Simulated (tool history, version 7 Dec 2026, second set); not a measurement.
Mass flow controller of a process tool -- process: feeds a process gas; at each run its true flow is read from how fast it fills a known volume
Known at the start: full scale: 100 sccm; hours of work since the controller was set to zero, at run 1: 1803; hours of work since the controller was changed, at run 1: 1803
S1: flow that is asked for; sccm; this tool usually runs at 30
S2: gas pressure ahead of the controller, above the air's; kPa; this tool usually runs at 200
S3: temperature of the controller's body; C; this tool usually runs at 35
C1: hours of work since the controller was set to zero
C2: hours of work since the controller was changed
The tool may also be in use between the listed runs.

{"run": 1, "hour": 0.0, "S1": 30, "S2": 200, "S3": 35, "C1": 1803, "C2": 1803, "true flow (%)": 96.76}
{"run": 2, "hour": 111.4, "S1": 68, "S2": 200, "S3": 35, "C1": 1857, "C2": 1857, "true flow (%)": 98.12}
{"run": 3, "hour": 247.9, "S1": 30, "S2": 215, "S3": 35, "C1": 1923, "C2": 1923, "true flow (%)": 96.7}
{"run": 4, "hour": 350.8, "S1": 30, "S2": 215, "S3": 35, "C1": 1973, "C2": 1973, "true flow (%)": 96.62}
{"run": 5, "hour": 470.6, "S1": 30, "S2": 200, "S3": 35, "C1": 2031, "C2": 2031, "true flow (%)": 96.68}
{"run": 6, "hour": 614.1, "S1": 30, "S2": 243, "S3": 35, "C1": 2101, "C2": 2101, "true flow (%)": 96.48}
{"run": 7, "hour": 736.1, "S1": 30, "S2": 243, "S3": 35, "C1": 2160, "C2": 2160, "true flow (%)": 96.32}
{"run": 8, "hour": 936.3, "S1": 30, "S2": 243, "S3": 31, "C1": 2257, "C2": 2257, "true flow (%)": 96.71}
{"run": 9, "hour": 1032.1, "S1": 30, "S2": 200, "S3": 33, "C1": 2304, "C2": 2304, "true flow (%)": 96.55}
{"run": 10, "hour": 1151.6, "S1": 30, "S2": 200, "S3": 33, "C1": 2362, "C2": 2362, "true flow (%)": 96.54}
{"run": 11, "hour": 1277.1, "S1": 30, "S2": 181, "S3": 33, "C1": 2422, "C2": 2422, "true flow (%)": 96.36}
{"run": 12, "hour": 1381.3, "S1": 13, "S2": 200, "S3": 35, "C1": 2473, "C2": 2473, "true flow (%)": 95.71}
{"run": 13, "hour": 1511.7, "S1": 13, "S2": 200, "S3": 35, "C1": 2536, "C2": 2536, "true flow (%)": 95.63}
{"run": 14, "hour": 1678.7, "S1": 55, "S2": 200, "S3": 35, "C1": 2617, "C2": 2617, "true flow (%)": 96.96}
{"run": 15, "hour": 1849.8, "S1": 31, "S2": 219, "S3": 23, "C1": 2700, "C2": 2700, "true flow (%)": 97.12}
{"run": 16, "hour": 1972.7, "S1": 45, "S2": 157, "S3": 23, "C1": 2760, "C2": 2760, "true flow (%)": 97.47}

Run 17, settings as shown, results not yet in. Your forecast:
{"run": 17, "hour": 2087.7, "S1": 30, "S2": 213, "S3": 22, "C1": 2815, "C2": 2815, "true flow (%)": "?"}

true flow (%): 97.03
The same run, on a tool lacking any hidden state, would have yielded true flow (%) 97.92.

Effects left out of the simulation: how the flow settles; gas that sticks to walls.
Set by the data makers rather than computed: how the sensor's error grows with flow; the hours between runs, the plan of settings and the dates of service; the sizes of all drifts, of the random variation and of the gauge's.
